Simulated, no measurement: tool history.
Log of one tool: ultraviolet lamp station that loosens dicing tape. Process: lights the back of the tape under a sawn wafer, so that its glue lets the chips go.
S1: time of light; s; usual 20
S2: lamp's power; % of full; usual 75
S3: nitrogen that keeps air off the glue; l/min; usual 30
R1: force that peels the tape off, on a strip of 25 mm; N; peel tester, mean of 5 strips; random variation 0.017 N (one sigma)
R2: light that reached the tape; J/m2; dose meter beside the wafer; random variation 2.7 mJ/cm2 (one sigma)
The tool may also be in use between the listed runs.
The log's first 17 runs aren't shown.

run,hour,S1,S2,S3,R1,R2
18,280.4,30,74,23,0.802,4140
19,304.1,17,75,30,1.741,2360
20,325.5,17,75,30,1.652,2340
# hour 328.2: window cleaned of glue's vapour
21,344.9,17,75,30,1.973,2230
22,356.8,36,75,50,0.417,4580
23,370.9,39,80,37,0.417,5320
# hour 375.4: window cleaned of glue's vapour, once more
24,387.4,23,75,12,1.562,3500
25,398.7,23,75,12,1.606,3400
26,412.0,25,66,30,1.067,3250
27,425.8,16,67,30,1.958,2110
28,448.3,14,75,10,3.242,1990
29,469.3,14,89,10,2.687,2420
30,491.5,14,89,10,2.780,2350
31,509.4,20,75,40,1.120,2820
32,524.7,20,76,12,2.070,2850
33,539.7,20,77,30,1.335,2820
34,551.7,20,77,30,1.302,2800
35,564.9,20,67,30,1.618,2520
36,586.7,25,75,21,1.208,3400
37,598.6,25,75,21,1.204,3450
38,609.2,20,73,30,1.467,2610
39,626.3,20,69,30,1.663,2470
40,649.3,11,63,30,3.370,1230
41,660.5,10,94,15,3.205,1640
42,672.7,11,69,20,3.506,1350

3 ways to go on from here, each from the tool as it stands after run 42. What would each give?
# hour 697.4: lamp changed
A,697.4,28,99,24,?,?
# hour 697.4: lamp changed
B,697.4,20,75,25,?,?
# hour 697.4: lamp changed
C,697.4,16,74,20,?,?

run,R1,R2
A,0.366,6500
B,1.030,3530
C,1.681,2700
Without the tool's hidden state the same runs would have given:
run,R1,R2
A,0.325,7040
B,0.898,3820
C,1.503,2920
